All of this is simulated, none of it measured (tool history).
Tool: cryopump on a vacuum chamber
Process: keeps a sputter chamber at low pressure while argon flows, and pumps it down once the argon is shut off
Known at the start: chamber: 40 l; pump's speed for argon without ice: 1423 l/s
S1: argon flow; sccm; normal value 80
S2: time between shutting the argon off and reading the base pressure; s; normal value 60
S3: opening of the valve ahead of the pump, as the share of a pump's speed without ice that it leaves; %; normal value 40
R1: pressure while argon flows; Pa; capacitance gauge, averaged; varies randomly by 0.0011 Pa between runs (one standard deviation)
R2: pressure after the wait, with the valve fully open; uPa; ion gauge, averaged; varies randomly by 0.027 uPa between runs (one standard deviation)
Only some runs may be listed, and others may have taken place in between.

run 1 hour=0.0 | S1=80 S2=60 S3=40 | R1=0.2548 R2=2.03
run 2 hour=53.2 | S1=80 S2=60 S3=40 | R1=0.2569 R2=2.14
run 3 hour=106.1 | S1=52 S2=60 S3=40 | R1=0.1664 R2=2.16
run 4 hour=179.3 | S1=52 S2=60 S3=40 | R1=0.1712 R2=2.23
run 5 hour=255.6 | S1=52 S2=60 S3=40 | R1=0.1723 R2=2.43
run 6 hour=297.8 | S1=52 S2=60 S3=18 | R1=0.3614 R2=2.33
run 7 hour=366.0 | S1=52 S2=60 S3=18 | R1=0.3633 R2=2.44
run 8 hour=422.8 | S1=80 S2=60 S3=40 | R1=0.2717 R2=2.58
run 9 hour=486.5 | S1=80 S2=60 S3=40 | R1=0.2757 R2=2.66
run 10 hour=568.8 | S1=80 S2=60 S3=40 | R1=0.2780 R2=2.70
run 11 hour=634.4 | S1=80 S2=261 S3=20 | R1=0.5156 R2=2.13
run 12 hour=672.5 | S1=89 S2=261 S3=22 | R1=0.5331 R2=2.17
run 13 hour=725.3 | S1=38 S2=105 S3=40 | R1=0.1366 R2=2.60
run 14 hour=763.1 | S1=38 S2=196 S3=21 | R1=0.2387 R2=2.37
run 15 hour=819.1 | S1=38 S2=196 S3=21 | R1=0.2399 R2=2.48

5 options for the next run, each taken on its own from the tool as it stands now. Forecast them:
-- hour=860.8 pump warmed up, emptied and cooled again
run A hour=866.9 | S1=38 S2=196 S3=26 | R1=? R2=?
-- hour=860.8 pump warmed up, emptied and cooled again
run B hour=866.9 | S1=80 S2=138 S3=28 | R1=? R2=?
-- hour=860.8 pump warmed up, emptied and cooled again
run C hour=866.9 | S1=71 S2=196 S3=26 | R1=? R2=?
-- hour=860.8 pump warmed up, emptied and cooled again
run D hour=866.9 | S1=149 S2=26 S3=18 | R1=? R2=?
-- hour=860.8 pump warmed up, emptied and cooled again
run E hour=866.9 | S1=67 S2=60 S3=40 | R1=? R2=?

run=A R1=0.1761 R2=1.78
run=B R1=0.3432 R2=1.86
run=C R1=0.3304 R2=1.75
run=D R1=0.9894 R2=3.71
run=E R1=0.2021 R2=2.37
With no hidden state in the tool, these same runs would have given:
run=A R1=0.1743 R2=0.52
run=B R1=0.3395 R2=0.61
run=C R1=0.3270 R2=0.50
run=D R1=0.9824 R2=2.44
run=E R1=0.1990 R2=1.14
